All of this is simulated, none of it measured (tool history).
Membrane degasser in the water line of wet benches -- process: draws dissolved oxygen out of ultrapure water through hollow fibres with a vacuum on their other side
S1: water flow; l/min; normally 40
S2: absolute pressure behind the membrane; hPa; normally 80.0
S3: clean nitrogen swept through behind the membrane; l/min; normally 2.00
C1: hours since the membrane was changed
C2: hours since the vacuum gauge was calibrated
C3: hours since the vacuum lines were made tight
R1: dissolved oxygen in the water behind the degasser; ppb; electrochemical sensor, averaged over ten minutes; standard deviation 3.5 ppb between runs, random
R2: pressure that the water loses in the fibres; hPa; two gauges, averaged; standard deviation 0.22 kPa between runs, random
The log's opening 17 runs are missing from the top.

| run | hour | S1 | S2 | S3 | C1 | C2 | C3 | R1 | R2 |
|---|---|---|---|---|---|---|---|---|---|
| 18 | 4017.5 | 41 | 64.5 | 5.75 | 11973 | 1297 | 3354 | 257.1 | 589.6 |
| 19 | 4367.6 | 44 | 151.8 | 5.24 | 12324 | 1647 | 3704 | 470.6 | 635.9 |
| 20 | 4540.1 | 44 | 173.3 | 5.11 | 12496 | 1819 | 3876 | 517.5 | 639.5 |
| 21 | 4783.4 | 44 | 173.3 | 5.11 | 12739 | 2063 | 4119 | 503.8 | 630.6 |
| 22 | 5092.1 | 30 | 49.8 | 4.69 | 13048 | 2371 | 4428 | 114.2 | 433.1 |
| 23 | 5348.9 | 30 | 49.8 | 1.82 | 13305 | 2628 | 4685 | 154.6 | 435.9 |
| 24 | 5539.5 | 40 | 80.0 | 0.92 | 13495 | 2819 | 4876 | 588.5 | 583.9 |
| 25 | 5751.5 | 27 | 89.6 | 4.99 | 13707 | 3031 | 5088 | 138.2 | 392.5 |
| 26 | 6011.2 | 48 | 58.0 | 2.00 | 13967 | 3290 | 5347 | 446.3 | 696.5 |
| 27 | 6294.1 | 43 | 80.0 | 1.09 | 14250 | 3573 | 5630 | 608.0 | 625.9 |
| 28 | 6483.7 | 44 | 80.0 | 2.00 | 14440 | 3763 | 5820 | 488.3 | 647.9 |
|  | 6797.5 | vacuum gauge calibrated |
| 29 | 6826.8 | 44 | 80.0 | 2.00 | 14782 | 29 | 6162 | 473.7 | 643.1 |
| 30 | 7169.4 | 44 | 65.3 | 1.12 | 15125 | 372 | 6505 | 502.2 | 648.1 |
| 31 | 7519.1 | 44 | 48.0 | 3.80 | 15474 | 722 | 6855 | 305.1 | 647.4 |
| 32 | 7814.6 | 44 | 48.0 | 3.80 | 15770 | 1017 | 7150 | 307.0 | 647.6 |

Consider 3 possible next runs. They are alternatives, not a sequence: every one starts from the tool as it was left by run 32. What does each give?
| A | 8164.1 | 26 | 80.0 | 2.00 | 16119 | 1367 | 7500 | ? | ? |
| B | 8164.1 | 40 | 69.6 | 2.00 | 16119 | 1367 | 7500 | ? | ? |
| C | 8164.1 | 44 | 48.0 | 4.95 | 16119 | 1367 | 7500 | ? | ? |

| run | R1 | R2 |
|---|---|---|
| A | 203.6 | 382.0 |
| B | 367.2 | 588.7 |
| C | 297.5 | 650.7 |
The same runs, with their run-to-run variation unchanged, on a tool lacking any hidden condition would have given:
| run | R1 | R2 |
|---|---|---|
| A | 180.7 | 350.9 |
| B | 307.8 | 540.8 |
| C | 227.0 | 597.6 |

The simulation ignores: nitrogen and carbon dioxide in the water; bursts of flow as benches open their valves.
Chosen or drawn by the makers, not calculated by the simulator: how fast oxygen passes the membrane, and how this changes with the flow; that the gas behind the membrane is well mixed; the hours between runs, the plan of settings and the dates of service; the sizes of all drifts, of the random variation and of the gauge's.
